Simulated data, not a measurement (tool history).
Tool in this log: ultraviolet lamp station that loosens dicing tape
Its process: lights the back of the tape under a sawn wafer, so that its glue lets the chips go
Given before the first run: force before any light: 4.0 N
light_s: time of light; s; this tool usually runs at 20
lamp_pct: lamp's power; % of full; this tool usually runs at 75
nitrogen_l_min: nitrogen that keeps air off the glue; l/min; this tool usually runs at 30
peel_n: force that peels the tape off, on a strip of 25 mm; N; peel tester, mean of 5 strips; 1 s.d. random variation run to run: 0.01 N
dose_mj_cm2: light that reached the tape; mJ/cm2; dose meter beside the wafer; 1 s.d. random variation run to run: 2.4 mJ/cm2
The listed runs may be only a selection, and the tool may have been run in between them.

Run 1, hour 0: usual settings. Result: peel_n 0.466 N, dose_mj_cm2 264 mJ/cm2.
Run 2, hour 20.7: usual settings. Result: peel_n 0.455 N, dose_mj_cm2 261 mJ/cm2.
Run 3, hour 34.5: usual settings. Result: peel_n 0.46 N, dose_mj_cm2 261 mJ/cm2.
Run 4, hour 56.5: usual settings. Result: peel_n 0.451 N, dose_mj_cm2 264 mJ/cm2.
Run 5, hour 77: usual settings. Result: peel_n 0.454 N, dose_mj_cm2 259 mJ/cm2.
Run 6, hour 98.7: usual settings but lamp_pct 97 % of full. Result: peel_n 0.292 N, dose_mj_cm2 337 mJ/cm2.
Run 7, hour 120.4: usual settings but lamp_pct 97 % of full, nitrogen_l_min 46 l/min. Result: peel_n 0.241 N, dose_mj_cm2 338 mJ/cm2.
Run 8, hour 131.4: usual settings but nitrogen_l_min 39 l/min. Result: peel_n 0.413 N, dose_mj_cm2 263 mJ/cm2.

Run 9 comes next. What will it give?
Run 9, hour 155.2: usual settings but nitrogen_l_min 39 l/min. Result: peel_n ?, dose_mj_cm2 ?.

{"run 9": {"peel_n": 0.411, "dose_mj_cm2": 260}}
The same run, on a tool lacking any hidden state, would have yielded peel_n 0.409 N, dose_mj_cm2 261 mJ/cm2.

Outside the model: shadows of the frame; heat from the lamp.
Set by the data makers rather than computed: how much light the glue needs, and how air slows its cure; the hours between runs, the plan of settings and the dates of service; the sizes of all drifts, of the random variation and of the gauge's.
